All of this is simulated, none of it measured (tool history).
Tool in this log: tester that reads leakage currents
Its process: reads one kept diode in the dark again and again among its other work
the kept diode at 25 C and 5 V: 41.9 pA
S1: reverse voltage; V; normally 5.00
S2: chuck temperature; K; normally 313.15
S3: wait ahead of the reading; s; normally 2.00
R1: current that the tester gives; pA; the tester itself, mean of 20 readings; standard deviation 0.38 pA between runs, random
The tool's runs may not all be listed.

Run 1, hour 0.0: usual settings. Result: R1 117.27 pA.
Run 2, hour 59.1: usual settings but S1 5.85 V. Result: R1 124.99 pA.
Run 3, hour 88.0: usual settings. Result: R1 117.05 pA.
Run 4, hour 142.1: usual settings. Result: R1 116.12 pA.
Run 5, hour 184.3: usual settings. Result: R1 116.33 pA.
Run 6, hour 223.5: usual settings. Result: R1 115.97 pA.
Run 7, hour 258.0: usual settings. Result: R1 115.81 pA.
Run 8, hour 291.5: usual settings but S1 6.63 V. Result: R1 129.91 pA.
Run 9, hour 346.9: usual settings but S1 5.48 V, S3 8.02 s. Result: R1 118.48 pA.
Run 10, hour 382.5: usual settings but S2 322.15 K, S3 2.51 s. Result: R1 208.69 pA.

Run 11, settings as shown, results not yet in. Your forecast:
Run 11, hour 427.1: usual settings but S2 322.15 K, S3 2.51 s. Result: R1 ?.

{"run 11": {"R1": 207.99}}
The same run, on a tool lacking any hidden state, would have yielded R1 224.60 pA.

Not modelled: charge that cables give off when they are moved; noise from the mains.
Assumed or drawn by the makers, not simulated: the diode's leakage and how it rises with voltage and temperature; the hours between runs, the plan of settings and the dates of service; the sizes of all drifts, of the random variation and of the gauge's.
